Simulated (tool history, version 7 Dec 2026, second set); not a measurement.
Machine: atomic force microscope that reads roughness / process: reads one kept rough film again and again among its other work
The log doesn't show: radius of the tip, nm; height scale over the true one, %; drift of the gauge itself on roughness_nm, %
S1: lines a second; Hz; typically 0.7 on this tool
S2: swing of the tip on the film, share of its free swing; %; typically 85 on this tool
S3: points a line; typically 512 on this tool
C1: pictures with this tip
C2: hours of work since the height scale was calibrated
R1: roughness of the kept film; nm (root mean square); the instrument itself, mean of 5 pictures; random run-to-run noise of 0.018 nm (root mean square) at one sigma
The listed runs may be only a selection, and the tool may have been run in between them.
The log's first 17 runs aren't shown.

Run 18, hour 1007.8: usual settings but S2 68 %; C1 368; C2 2392. Result: R1 3.752 nm (root mean square).
At hour 1017: new tip fitted.
Run 19, hour 1060.1: usual settings but S2 68 %; C1 45; C2 2422. Result: R1 4.395 nm (root mean square).
Run 20, hour 1139.1: usual settings but S2 68 %; C1 128; C2 2467. Result: R1 4.184 nm (root mean square).
Run 21, hour 1181: usual settings but S2 68 %; C1 172; C2 2491. Result: R1 4.13 nm (root mean square).
Run 22, hour 1232.3: usual settings but S3 420; C1 226; C2 2521. Result: R1 3.87 nm (root mean square).
Run 23, hour 1294: usual settings; C1 291; C2 2557. Result: R1 3.736 nm (root mean square).
Run 24, hour 1337.7: usual settings; C1 336; C2 2582. Result: R1 3.657 nm (root mean square).
At hour 1377.3: new tip fitted.
Run 25, hour 1393.7: usual settings; C1 17; C2 2614. Result: R1 4.311 nm (root mean square).
At hour 1425.2: height scale calibrated on a step standard.
Run 26, hour 1456.5: usual settings; C1 82; C2 18. Result: R1 4.208 nm (root mean square).
Run 27, hour 1501.1: usual settings; C1 128; C2 44. Result: R1 4.125 nm (root mean square).
Run 28, hour 1539.9: usual settings but S2 73 %; C1 169; C2 66. Result: R1 4.145 nm (root mean square).
Run 29, hour 1598.2: usual settings but S1 0.586 Hz, S2 66 %, S3 462; C1 230; C2 100. Result: R1 4.071 nm (root mean square).
Run 30, hour 1677.2: usual settings but S1 0.843 Hz, S2 69 %; C1 313; C2 146. Result: R1 3.878 nm (root mean square).
Run 31, hour 1734.2: usual settings but S1 3.861 Hz, S2 69 %, S3 322; C1 373; C2 178. Result: R1 3.363 nm (root mean square).
At hour 1739.9: new tip fitted.
Run 32, hour 1780.2: usual settings but S1 0.746 Hz, S2 86 %, S3 792; C1 43; C2 205. Result: R1 4.278 nm (root mean square).
Run 33, hour 1843.4: usual settings but S1 1.514 Hz, S2 68 %, S3 387; C1 109; C2 241. Result: R1 4.155 nm (root mean square).
Run 34, hour 1876.7: usual settings but S1 0.76 Hz, S3 916; C1 144; C2 260. Result: R1 4.042 nm (root mean square).
Run 35, hour 1913.3: usual settings but S1 0.76 Hz, S3 916; C1 182; C2 282. Result: R1 3.973 nm (root mean square).

Estimate the outcome of run 36 from the log above:
Run 36, hour 1953: usual settings but S1 0.597 Hz, S3 805; C1 224; C2 305. Result: R1 ?.

R1: 3.937 nm (root mean square)
If the tool had no hidden condition, the same run with the same run-to-run variation would have returned R1 4.441 nm (root mean square).

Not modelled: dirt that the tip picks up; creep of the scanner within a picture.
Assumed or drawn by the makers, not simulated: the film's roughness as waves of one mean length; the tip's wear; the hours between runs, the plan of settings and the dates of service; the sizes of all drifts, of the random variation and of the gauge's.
